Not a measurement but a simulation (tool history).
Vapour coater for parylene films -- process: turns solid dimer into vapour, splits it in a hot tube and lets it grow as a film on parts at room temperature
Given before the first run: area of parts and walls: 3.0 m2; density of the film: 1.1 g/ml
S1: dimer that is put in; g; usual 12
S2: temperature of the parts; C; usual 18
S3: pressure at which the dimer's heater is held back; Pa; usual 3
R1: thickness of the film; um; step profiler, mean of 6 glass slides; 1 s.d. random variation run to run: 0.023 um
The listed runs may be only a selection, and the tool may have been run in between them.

Run 1, hour 0: usual settings. Result: R1 2.45 um.
Run 2, hour 36.8: usual settings. Result: R1 2.43 um.
Run 3, hour 62.5: usual settings. Result: R1 2.43 um.
Run 4, hour 89.7: usual settings. Result: R1 2.36 um.
Run 5, hour 108.8: usual settings but S2 20 C. Result: R1 2.29 um.
Run 6, hour 154.2: usual settings but S2 20 C. Result: R1 2.24 um.
Run 7, hour 195: usual settings but S2 20 C. Result: R1 2.24 um.
Run 8, hour 232.4: usual settings but S2 20 C. Result: R1 2.2 um.
At hour 268.1: trap's valve overhauled.
Run 9, hour 273.4: usual settings but S1 9 g, S2 20 C. Result: R1 1.78 um.
Run 10, hour 308.1: usual settings but S1 16 g. Result: R1 3.38 um.
Run 11, hour 343.5: usual settings but S1 16 g. Result: R1 3.35 um.
Run 12, hour 365.5: usual settings but S3 3.66 Pa. Result: R1 2.43 um.
Run 13, hour 392.3: usual settings but S3 9.66 Pa. Result: R1 2.13 um.
Run 14, hour 415: usual settings but S2 17 C, S3 3.2 Pa. Result: R1 2.53 um.
Run 15, hour 439.4: usual settings but S1 15 g, S2 12 C, S3 6.82 Pa. Result: R1 3.21 um.
Run 16, hour 478.8: usual settings but S1 15 g, S2 12 C, S3 6.82 Pa. Result: R1 3.17 um.
Run 17, hour 504.3: usual settings but S3 5.27 Pa. Result: R1 2.24 um.
Run 18, hour 524.9: usual settings but S3 5.27 Pa. Result: R1 2.3 um.
Run 19, hour 567.6: usual settings but S3 5.27 Pa. Result: R1 2.25 um.
Run 20, hour 587.1: usual settings but S3 2.46 Pa. Result: R1 2.45 um.
Run 21, hour 624.2: usual settings but S1 9 g, S2 12 C, S3 5.21 Pa. Result: R1 1.93 um.
Run 22, hour 648.4: usual settings but S1 13 g, S2 16 C, S3 9.53 Pa. Result: R1 2.34 um.
Run 23, hour 669.4: usual settings but S1 18 g, S2 12 C, S3 2.39 Pa. Result: R1 4.32 um.
Run 24, hour 697.6: usual settings but S1 17 g, S3 2.74 Pa. Result: R1 3.36 um.

Predict the results of run 25:
Run 25, hour 740.3: usual settings but S1 17 g, S2 16 C, S3 2.74 Pa. Result: R1 ?.

{"run 25": {"R1": 3.55}}
Take away the tool's hidden state, keep the run-to-run variation as it was, and the same run would have given R1 3.84 um.
